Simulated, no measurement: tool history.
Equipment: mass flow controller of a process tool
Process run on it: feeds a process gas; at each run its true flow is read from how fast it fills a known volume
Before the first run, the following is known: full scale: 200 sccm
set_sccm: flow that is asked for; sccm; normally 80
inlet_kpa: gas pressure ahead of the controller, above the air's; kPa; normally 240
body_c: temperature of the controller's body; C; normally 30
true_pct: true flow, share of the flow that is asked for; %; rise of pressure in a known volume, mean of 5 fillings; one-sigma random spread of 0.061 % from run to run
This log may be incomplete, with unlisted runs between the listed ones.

{"run": 1, "hour": 0.0, "set_sccm": 80, "inlet_kpa": 240, "body_c": 30, "true_pct": 98.42}
{"run": 2, "hour": 110.2, "set_sccm": 77, "inlet_kpa": 240, "body_c": 30, "true_pct": 98.3}
{"run": 3, "hour": 222.6, "set_sccm": 80, "inlet_kpa": 176, "body_c": 30, "true_pct": 98.49}
{"run": 4, "hour": 348.2, "set_sccm": 80, "inlet_kpa": 176, "body_c": 30, "true_pct": 98.51}
{"run": 5, "hour": 422.8, "set_sccm": 80, "inlet_kpa": 176, "body_c": 30, "true_pct": 98.6}
{"run": 6, "hour": 551.4, "set_sccm": 80, "inlet_kpa": 240, "body_c": 30, "true_pct": 98.34}
{"run": 7, "hour": 669.8, "set_sccm": 80, "inlet_kpa": 240, "body_c": 30, "true_pct": 98.44}
{"run": 8, "hour": 740.6, "set_sccm": 80, "inlet_kpa": 156, "body_c": 30, "true_pct": 98.56}
{"run": 9, "hour": 831.3, "set_sccm": 80, "inlet_kpa": 240, "body_c": 30, "true_pct": 98.39}
{"hour": 847.3, "done": "controller's zero set anew"}
{"run": 10, "hour": 910.7, "set_sccm": 80, "inlet_kpa": 240, "body_c": 30, "true_pct": 98.59}
{"run": 11, "hour": 1061.0, "set_sccm": 80, "inlet_kpa": 240, "body_c": 32, "true_pct": 98.74}
{"run": 12, "hour": 1138.8, "set_sccm": 80, "inlet_kpa": 240, "body_c": 32, "true_pct": 98.71}
{"run": 13, "hour": 1260.5, "set_sccm": 80, "inlet_kpa": 240, "body_c": 30, "true_pct": 98.49}
{"run": 14, "hour": 1367.7, "set_sccm": 49, "inlet_kpa": 240, "body_c": 30, "true_pct": 98.56}
{"run": 15, "hour": 1465.2, "set_sccm": 49, "inlet_kpa": 240, "body_c": 30, "true_pct": 98.81}
{"hour": 1530.2, "done": "controller's zero set anew, once more"}
{"run": 16, "hour": 1623.9, "set_sccm": 49, "inlet_kpa": 240, "body_c": 30, "true_pct": 97.41}
{"run": 17, "hour": 1694.3, "set_sccm": 28, "inlet_kpa": 163, "body_c": 30, "true_pct": 97.43}
{"run": 18, "hour": 1779.3, "set_sccm": 39, "inlet_kpa": 143, "body_c": 29, "true_pct": 97.51}
{"run": 19, "hour": 1921.6, "set_sccm": 39, "inlet_kpa": 143, "body_c": 29, "true_pct": 97.37}
{"run": 20, "hour": 1997.3, "set_sccm": 80, "inlet_kpa": 147, "body_c": 30, "true_pct": 98.03}
{"run": 21, "hour": 2101.6, "set_sccm": 80, "inlet_kpa": 147, "body_c": 30, "true_pct": 97.99}
{"run": 22, "hour": 2242.4, "set_sccm": 80, "inlet_kpa": 147, "body_c": 30, "true_pct": 97.97}
{"run": 23, "hour": 2319.0, "set_sccm": 80, "inlet_kpa": 147, "body_c": 30, "true_pct": 97.93}
{"run": 24, "hour": 2409.3, "set_sccm": 80, "inlet_kpa": 147, "body_c": 30, "true_pct": 97.98}
{"run": 25, "hour": 2539.6, "set_sccm": 80, "inlet_kpa": 189, "body_c": 30, "true_pct": 97.89}
{"run": 26, "hour": 2656.5, "set_sccm": 82, "inlet_kpa": 142, "body_c": 21, "true_pct": 97.06}
{"run": 27, "hour": 2765.1, "set_sccm": 195, "inlet_kpa": 189, "body_c": 22, "true_pct": 98.63}

Measured less the same run without the tool's hidden state. The same run-to-run variation is in both; the gauge's scatter may not be:
Hidden state present: flow at rest that the sensor doesn't see, % of full scale; true flow over the shown one, %; drift of the gauge itself on true_pct, %.
run=1 true_pct=-0.15
run=2 true_pct=-0.13
run=3 true_pct=-0.16
run=4 true_pct=-0.15
run=5 true_pct=-0.16
run=6 true_pct=-0.15
run=7 true_pct=-0.15
run=8 true_pct=-0.16
run=9 true_pct=-0.16
run=10 true_pct=+0.02
run=11 true_pct=+0.02
run=12 true_pct=+0.02
run=13 true_pct=+0.02
run=14 true_pct=+0.6
run=15 true_pct=+0.6
run=16 true_pct=-0.71
run=17 true_pct=-0.55
run=18 true_pct=-0.65
run=19 true_pct=-0.63
run=20 true_pct=-0.8
run=21 true_pct=-0.79
run=22 true_pct=-0.8
run=23 true_pct=-0.8
run=24 true_pct=-0.8
run=25 true_pct=-0.8
run=26 true_pct=-0.81
run=27 true_pct=-0.96
